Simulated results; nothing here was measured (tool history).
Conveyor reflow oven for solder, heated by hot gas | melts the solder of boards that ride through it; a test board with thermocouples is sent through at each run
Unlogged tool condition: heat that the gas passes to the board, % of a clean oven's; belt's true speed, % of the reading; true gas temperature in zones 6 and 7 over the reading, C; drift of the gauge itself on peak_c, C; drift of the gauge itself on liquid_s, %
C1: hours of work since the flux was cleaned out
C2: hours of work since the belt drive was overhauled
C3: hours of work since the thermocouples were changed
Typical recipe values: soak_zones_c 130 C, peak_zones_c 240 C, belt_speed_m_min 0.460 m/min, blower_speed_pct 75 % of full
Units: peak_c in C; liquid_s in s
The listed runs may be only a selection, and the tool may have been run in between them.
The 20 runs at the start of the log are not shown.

run 21 day=10.008 | soak_zones_c=142 peak_zones_c=232 belt_speed_m_min=0.395 blower_speed_pct=76 | C1=55 C2=481 C3=33 | peak_c=224.8 liquid_s=104.0
run 22 day=10.338 | soak_zones_c=130 peak_zones_c=229 belt_speed_m_min=0.536 blower_speed_pct=75 | C1=60 C2=486 C3=39 | peak_c=212.8 liquid_s=60.0
run 23 day=10.667 | soak_zones_c=130 peak_zones_c=244 belt_speed_m_min=0.536 blower_speed_pct=70 | C1=66 C2=492 C3=45 | peak_c=225.0 liquid_s=70.4
run 24 day=11.221 | soak_zones_c=130 peak_zones_c=229 belt_speed_m_min=0.536 blower_speed_pct=70 | C1=76 C2=502 C3=54 | peak_c=211.6 liquid_s=58.6
run 25 day=11.738 | soak_zones_c=130 peak_zones_c=240 belt_speed_m_min=0.414 blower_speed_pct=67 | C1=85 C2=511 C3=63 | peak_c=229.3 liquid_s=96.4
run 26 day=12.338 | soak_zones_c=128 peak_zones_c=250 belt_speed_m_min=0.486 blower_speed_pct=70 | C1=95 C2=521 C3=74 | peak_c=233.4 liquid_s=83.8
run 27 day=12.888 | soak_zones_c=130 peak_zones_c=245 belt_speed_m_min=0.460 blower_speed_pct=74 | C1=105 C2=531 C3=83 | peak_c=231.6 liquid_s=88.3
run 28 day=13.404 | soak_zones_c=143 peak_zones_c=228 belt_speed_m_min=0.511 blower_speed_pct=75 | C1=114 C2=540 C3=92 | peak_c=215.3 liquid_s=71.7
run 29 day=13.929 | soak_zones_c=143 peak_zones_c=228 belt_speed_m_min=0.511 blower_speed_pct=75 | C1=123 C2=549 C3=102 | peak_c=215.6 liquid_s=71.7
run 30 day=14.425 | soak_zones_c=143 peak_zones_c=228 belt_speed_m_min=0.495 blower_speed_pct=75 | C1=132 C2=558 C3=110 | peak_c=216.2 liquid_s=74.9

Here are 3 independent what-if runs from the current tool condition. What would each one return?
run A day=15.042 | soak_zones_c=141 peak_zones_c=228 belt_speed_m_min=0.457 blower_speed_pct=75 | C1=143 C2=568 C3=121 | peak_c=? liquid_s=?
run B day=15.042 | soak_zones_c=124 peak_zones_c=254 belt_speed_m_min=0.460 blower_speed_pct=75 | C1=143 C2=568 C3=121 | peak_c=? liquid_s=?
run C day=15.042 | soak_zones_c=141 peak_zones_c=246 belt_speed_m_min=0.549 blower_speed_pct=75 | C1=143 C2=568 C3=121 | peak_c=? liquid_s=?

run=A peak_c=217.9 liquid_s=82.8
run=B peak_c=239.4 liquid_s=91.3
run=C peak_c=228.6 liquid_s=75.4
With the hidden condition removed and each run's random variation left untouched, the same runs would have given:
run=A peak_c=217.9 liquid_s=82.8
run=B peak_c=239.4 liquid_s=91.3
run=C peak_c=228.6 liquid_s=75.4

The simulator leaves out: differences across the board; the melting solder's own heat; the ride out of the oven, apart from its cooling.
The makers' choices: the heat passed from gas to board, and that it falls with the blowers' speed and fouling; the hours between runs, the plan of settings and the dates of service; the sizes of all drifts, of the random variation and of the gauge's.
